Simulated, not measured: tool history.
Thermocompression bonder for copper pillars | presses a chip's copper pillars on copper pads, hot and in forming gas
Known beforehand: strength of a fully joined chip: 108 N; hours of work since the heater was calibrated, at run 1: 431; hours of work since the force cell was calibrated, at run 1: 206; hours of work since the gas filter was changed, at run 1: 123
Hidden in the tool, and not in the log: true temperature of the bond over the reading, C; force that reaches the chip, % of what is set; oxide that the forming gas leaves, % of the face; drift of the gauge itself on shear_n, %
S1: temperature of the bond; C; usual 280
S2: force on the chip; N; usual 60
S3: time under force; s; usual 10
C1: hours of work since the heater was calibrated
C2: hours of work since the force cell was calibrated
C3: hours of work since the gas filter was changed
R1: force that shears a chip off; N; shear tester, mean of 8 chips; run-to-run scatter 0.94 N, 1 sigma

run	day	S1	S2	S3	C1	C2	C3	R1
1	0.000	280	60	10	431	206	123	79.6
2	0.533	280	60	10	441	215	132	81.5
3	0.917	280	60	10	447	222	139	80.6
4	1.254	280	60	10	453	227	145	80.5
5	1.533	280	60	10	458	232	150	78.6
# day 1.925: forming gas filter changed
6	2.038	280	60	10	466	241	2	81.5
7	2.400	280	60	10	473	247	8	82.7
8	2.875	280	60	10	481	255	17	83.8
9	3.121	280	60	10	485	260	21	83.5
10	3.496	280	60	10	492	266	27	82.8
11	3.912	280	60	10	499	274	35	82.5
12	4.312	256	60	10	506	281	42	66.2
13	4.721	280	60	10	513	288	49	81.7
14	5.042	280	65	10	519	293	54	87.0
15	5.258	280	65	10	523	297	58	86.9
16	5.704	280	60	8	530	305	66	77.4
17	6.200	285	60	10	539	313	75	85.5
18	6.629	280	60	10	547	321	82	81.6
19	6.921	280	60	10	552	326	87	83.8
# day 7.033: heater calibrated with a thermocouple chip
20	7.350	280	60	10	6	332	93	83.7
21	7.879	299	50	5	15	341	102	71.5
# day 8.071: heater calibrated with a thermocouple chip, once more
22	8.450	280	70	20	7	350	111	95.7
23	8.792	280	70	20	13	356	117	95.7
24	9.112	280	70	20	18	361	122	94.8
25	9.638	265	60	22	27	371	132	81.6
26	9.854	265	60	22	31	374	135	83.4
27	10.371	297	64	11	40	383	144	91.1
28	10.888	297	64	11	49	392	153	90.1
# day 11.083: forming gas filter changed
29	11.188	296	60	10	54	397	2	89.9
30	11.654	296	60	10	62	405	10	91.2
31	12.142	278	47	21	71	414	18	82.6
32	12.675	280	60	20	80	423	28	92.9
33	13.183	280	60	8	89	432	37	75.1
34	13.633	280	39	9	97	440	44	58.1
35	13.933	280	60	11	102	445	50	81.6
36	14.350	265	73	11	109	452	57	80.9
37	14.758	265	78	15	116	459	64	88.7
38	15.112	274	78	11	123	466	70	89.4
39	15.504	266	60	14	129	472	77	77.6

What if the next run were any one of these 5? Each begins from the tool's condition after run 39:
A	15.925	265	44	6	137	480	84	?
B	15.925	266	60	25	137	480	84	?
C	15.925	296	38	11	137	480	84	?
D	15.925	299	60	14	137	480	84	?
E	15.925	254	60	16	137	480	84	?

run	R1
A	46.3
B	87.2
C	72.7
D	95.1
E	70.4
With the hidden condition removed and each run's random variation left untouched, the same runs would have given:
run	R1
A	45.7
B	87.5
C	72.5
D	95.9
E	70.1

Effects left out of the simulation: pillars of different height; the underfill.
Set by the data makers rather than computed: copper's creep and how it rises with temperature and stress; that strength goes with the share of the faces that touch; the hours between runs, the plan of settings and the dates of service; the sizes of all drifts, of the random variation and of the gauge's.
